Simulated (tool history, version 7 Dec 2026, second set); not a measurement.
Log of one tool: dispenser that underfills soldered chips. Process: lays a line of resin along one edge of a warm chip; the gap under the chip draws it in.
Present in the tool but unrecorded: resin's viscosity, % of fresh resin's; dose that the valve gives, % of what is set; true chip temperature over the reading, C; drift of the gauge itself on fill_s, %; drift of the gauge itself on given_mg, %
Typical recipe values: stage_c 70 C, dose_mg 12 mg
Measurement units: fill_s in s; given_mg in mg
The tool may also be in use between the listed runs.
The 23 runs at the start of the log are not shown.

| run | hour | stage_c | dose_mg | hours of work since the syringe was changed | hours of work since the valve was cleaned | hours of work since the stage was calibrated | fill_s | given_mg |
|---|---|---|---|---|---|---|---|---|
| 24 | 119.6 | 56 | 14.4 | 8 | 24 | 94 | 140.4 | 14.28 |
|  | 121.8 | new syringe of resin |
| 25 | 125.7 | 79 | 12 | 3 | 28 | 98 | 32.8 | 11.87 |
| 26 | 130.4 | 63 | 12.7 | 6 | 31 | 101 | 84.3 | 12.48 |
| 27 | 133.2 | 63 | 12.5 | 8 | 33 | 103 | 100.8 | 12.29 |
|  | 136.1 | new syringe of resin |
| 28 | 140.5 | 63 | 12.5 | 3 | 37 | 108 | 67.4 | 12.24 |
| 29 | 144.3 | 72 | 14.3 | 6 | 40 | 111 | 56.2 | 14.02 |
| 30 | 149.2 | 85 | 10.4 | 9 | 43 | 114 | 47.7 | 10.22 |
|  | 150.3 | new syringe of resin |
|  | 152.3 | dispensing valve cleaned and set on the balance |
| 31 | 153.8 | 65 | 14 | 2 | 1 | 116 | 53.1 | 13.98 |
| 32 | 160.1 | 55 | 15.1 | 6 | 5 | 121 | 121.3 | 15.03 |
|  | 165.5 | new syringe of resin |
| 33 | 167 | 75 | 13.5 | 1 | 10 | 125 | 32.9 | 13.46 |
| 34 | 173.7 | 82 | 11.2 | 6 | 14 | 130 | 38.3 | 11.15 |
|  | 179.8 | new syringe of resin |
| 35 | 180.9 | 72 | 15.4 | 1 | 19 | 134 | 37.3 | 15.28 |

Alternative continuations, all from the tool just after run 35; predict every row:
| A | 185.9 | 72 | 12.6 | 4 | 22 | 138 | ? | ? |
| B | 185.9 | 64 | 14.8 | 4 | 22 | 138 | ? | ? |
| C | 185.9 | 62 | 11 | 4 | 22 | 138 | ? | ? |
| D | 185.9 | 59 | 13.6 | 4 | 22 | 138 | ? | ? |

| run | fill_s | given_mg |
|---|---|---|
| A | 49.9 | 12.47 |
| B | 69.6 | 14.58 |
| C | 80.3 | 10.85 |
| D | 87.9 | 13.43 |
With the hidden condition removed and each run's random variation left untouched, the same runs would have given:
| run | fill_s | given_mg |
|---|---|---|
| A | 34.4 | 12.62 |
| B | 48.4 | 14.75 |
| C | 55.4 | 10.98 |
| D | 60.8 | 13.59 |
